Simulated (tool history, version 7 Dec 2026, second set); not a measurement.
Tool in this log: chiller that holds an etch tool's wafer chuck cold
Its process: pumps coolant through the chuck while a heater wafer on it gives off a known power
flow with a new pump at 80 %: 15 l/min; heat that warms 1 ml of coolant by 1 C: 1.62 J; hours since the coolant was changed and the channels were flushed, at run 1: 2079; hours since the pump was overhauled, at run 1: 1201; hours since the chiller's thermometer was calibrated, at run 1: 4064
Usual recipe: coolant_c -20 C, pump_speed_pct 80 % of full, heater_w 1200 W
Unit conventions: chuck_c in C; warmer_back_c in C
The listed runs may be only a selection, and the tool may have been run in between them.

| run | hour | coolant_c | pump_speed_pct | heater_w | hours since the coolant was changed and the channels were flushed | hours since the pump was overhauled | hours since the chiller's thermometer was calibrated | chuck_c | warmer_back_c |
|---|---|---|---|---|---|---|---|---|---|
| 1 | 0 | -20 | 80 | 1200 | 2079 | 1201 | 4064 | -10.9 | 3.04 |
|  | 18.9 | chiller's thermometer calibrated |
| 2 | 61.9 | -20 | 80 | 1200 | 2140 | 1262 | 43 | -10.6 | 2.97 |
| 3 | 95 | -20 | 80 | 1200 | 2173 | 1295 | 76 | -10.5 | 2.95 |
| 4 | 140.5 | -20 | 80 | 1200 | 2218 | 1341 | 122 | -10.3 | 2.96 |
| 5 | 181 | -20 | 80 | 1200 | 2259 | 1381 | 162 | -10.8 | 2.99 |
| 6 | 238.9 | -20 | 80 | 1200 | 2317 | 1439 | 220 | -10.5 | 2.93 |
| 7 | 284.3 | -20 | 80 | 1200 | 2362 | 1485 | 265 | -10.6 | 2.96 |
| 8 | 338.8 | -20 | 80 | 1200 | 2417 | 1539 | 320 | -10.5 | 2.98 |
| 9 | 381.1 | -20 | 80 | 1200 | 2459 | 1582 | 362 | -10.5 | 2.98 |
| 10 | 416.6 | -20 | 80 | 1200 | 2494 | 1617 | 398 | -10.6 | 2.93 |
| 11 | 477.4 | -20 | 80 | 1200 | 2555 | 1678 | 458 | -10.4 | 3.02 |
| 12 | 517.9 | -25 | 80 | 1200 | 2596 | 1718 | 499 | -15.5 | 2.99 |
| 13 | 579.2 | -20 | 76 | 1200 | 2657 | 1780 | 560 | -10.2 | 3.17 |
| 14 | 615.9 | -20 | 80 | 662 | 2694 | 1816 | 597 | -14.7 | 1.72 |
| 15 | 663.3 | -20 | 80 | 662 | 2741 | 1864 | 644 | -14.6 | 1.68 |
| 16 | 700.4 | -20 | 69 | 1200 | 2778 | 1901 | 681 | -9.4 | 3.5 |
| 17 | 743.3 | -17 | 72 | 1200 | 2821 | 1944 | 724 | -6.6 | 3.39 |
| 18 | 785.7 | -27 | 80 | 690 | 2863 | 1986 | 767 | -21.6 | 1.71 |
| 19 | 828.4 | -20 | 78 | 992 | 2906 | 2029 | 810 | -11.8 | 2.57 |
| 20 | 860.6 | -23 | 83 | 1014 | 2938 | 2061 | 842 | -15.2 | 2.38 |
| 21 | 910.6 | -23 | 83 | 1014 | 2988 | 2111 | 892 | -15.1 | 2.41 |
| 22 | 954.2 | -17 | 65 | 988 | 3032 | 2155 | 935 | -7.7 | 3.09 |
| 23 | 1006.4 | -17 | 65 | 988 | 3084 | 2207 | 987 | -7.9 | 3.14 |
| 24 | 1051.3 | -17 | 65 | 988 | 3129 | 2252 | 1032 | -7.7 | 3.11 |
| 25 | 1096.9 | -29 | 65 | 685 | 3175 | 2297 | 1078 | -22.6 | 2.16 |
| 26 | 1147.8 | -29 | 65 | 685 | 3226 | 2348 | 1129 | -22.6 | 2.19 |
| 27 | 1198.3 | -28 | 88 | 1019 | 3276 | 2399 | 1179 | -20.2 | 2.32 |
| 28 | 1258.5 | -17 | 79 | 1075 | 3336 | 2459 | 1240 | -8.3 | 2.68 |
| 29 | 1319.2 | -17 | 79 | 1075 | 3397 | 2520 | 1300 | -8.3 | 2.7 |
| 30 | 1372.3 | -17 | 79 | 1075 | 3450 | 2573 | 1353 | -8.1 | 2.75 |

Consider 4 possible next runs. They are alternatives, not a sequence: every one starts from the tool as it was left by run 30. What does each give?
| A | 1424.7 | -22 | 71 | 1371 | 3502 | 2625 | 1406 | ? | ? |
| B | 1424.7 | -17 | 76 | 813 | 3502 | 2625 | 1406 | ? | ? |
| C | 1424.7 | -17 | 79 | 1075 | 3502 | 2625 | 1406 | ? | ? |
| D | 1424.7 | -17 | 61 | 1075 | 3502 | 2625 | 1406 | ? | ? |

| run | chuck_c | warmer_back_c |
|---|---|---|
| A | -9.9 | 3.91 |
| B | -10 | 2.17 |
| C | -8.1 | 2.72 |
| D | -6.4 | 3.64 |
Stripped of hidden state, with their random variation kept, the same runs would have yielded:
| run | chuck_c | warmer_back_c |
|---|---|---|
| A | -10.9 | 3.83 |
| B | -10.6 | 2.12 |
| C | -8.9 | 2.67 |
| D | -7.3 | 3.57 |

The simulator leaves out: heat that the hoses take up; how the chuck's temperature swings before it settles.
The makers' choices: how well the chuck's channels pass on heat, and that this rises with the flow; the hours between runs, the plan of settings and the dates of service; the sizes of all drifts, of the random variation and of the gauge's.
